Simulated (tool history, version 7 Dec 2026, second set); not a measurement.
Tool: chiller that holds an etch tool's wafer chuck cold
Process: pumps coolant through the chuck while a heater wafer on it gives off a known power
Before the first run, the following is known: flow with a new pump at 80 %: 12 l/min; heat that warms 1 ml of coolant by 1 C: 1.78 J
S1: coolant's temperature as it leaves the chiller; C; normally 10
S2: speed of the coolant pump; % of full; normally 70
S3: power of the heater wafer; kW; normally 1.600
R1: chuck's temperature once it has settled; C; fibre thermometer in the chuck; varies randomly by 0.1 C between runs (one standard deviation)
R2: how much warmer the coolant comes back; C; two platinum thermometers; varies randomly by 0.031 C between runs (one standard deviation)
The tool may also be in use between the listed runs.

{"run": 1, "hour": 0.0, "S1": 10, "S2": 70, "S3": 1.6, "R1": 23.8, "R2": 5.12}
{"run": 2, "hour": 178.2, "S1": 10, "S2": 70, "S3": 1.6, "R1": 23.9, "R2": 5.19}
{"run": 3, "hour": 335.0, "S1": 10, "S2": 70, "S3": 1.6, "R1": 24.2, "R2": 5.16}
{"run": 4, "hour": 418.4, "S1": 10, "S2": 70, "S3": 1.6, "R1": 24.2, "R2": 5.14}
{"run": 5, "hour": 605.0, "S1": 10, "S2": 70, "S3": 1.6, "R1": 24.1, "R2": 5.11}
{"run": 6, "hour": 748.1, "S1": 10, "S2": 70, "S3": 1.6, "R1": 24.0, "R2": 5.14}
{"run": 7, "hour": 849.4, "S1": 10, "S2": 70, "S3": 1.6, "R1": 24.1, "R2": 5.17}
{"run": 8, "hour": 991.3, "S1": 10, "S2": 70, "S3": 1.6, "R1": 24.0, "R2": 5.15}
{"hour": 1041.6, "done": "chiller's thermometer calibrated"}
{"run": 9, "hour": 1102.7, "S1": 10, "S2": 70, "S3": 1.6, "R1": 24.0, "R2": 5.06}
{"run": 10, "hour": 1240.4, "S1": 10, "S2": 70, "S3": 1.6, "R1": 24.0, "R2": 5.13}
{"run": 11, "hour": 1376.7, "S1": 10, "S2": 70, "S3": 1.445, "R1": 22.4, "R2": 4.56}
{"run": 12, "hour": 1459.2, "S1": 10, "S2": 83, "S3": 1.137, "R1": 18.7, "R2": 2.88}
{"run": 13, "hour": 1583.1, "S1": 3, "S2": 96, "S3": 2.176, "R1": 17.9, "R2": 4.85}
{"run": 14, "hour": 1700.2, "S1": 1, "S2": 61, "S3": 1.091, "R1": 11.6, "R2": 3.96}
{"run": 15, "hour": 1844.2, "S1": 10, "S2": 63, "S3": 1.301, "R1": 22.3, "R2": 4.62}

Estimate the outcome of run 16 from the log above:
{"run": 16, "hour": 1963.9, "S1": 10, "S2": 63, "S3": 1.301, "R1": "?", "R2": "?"}

For run 16 the tool returned R1 22.4 C, R2 4.60 C.
With the hidden condition absent and the run-to-run variation left alone, this run would have shown R1 22.4 C, R2 4.77 C.

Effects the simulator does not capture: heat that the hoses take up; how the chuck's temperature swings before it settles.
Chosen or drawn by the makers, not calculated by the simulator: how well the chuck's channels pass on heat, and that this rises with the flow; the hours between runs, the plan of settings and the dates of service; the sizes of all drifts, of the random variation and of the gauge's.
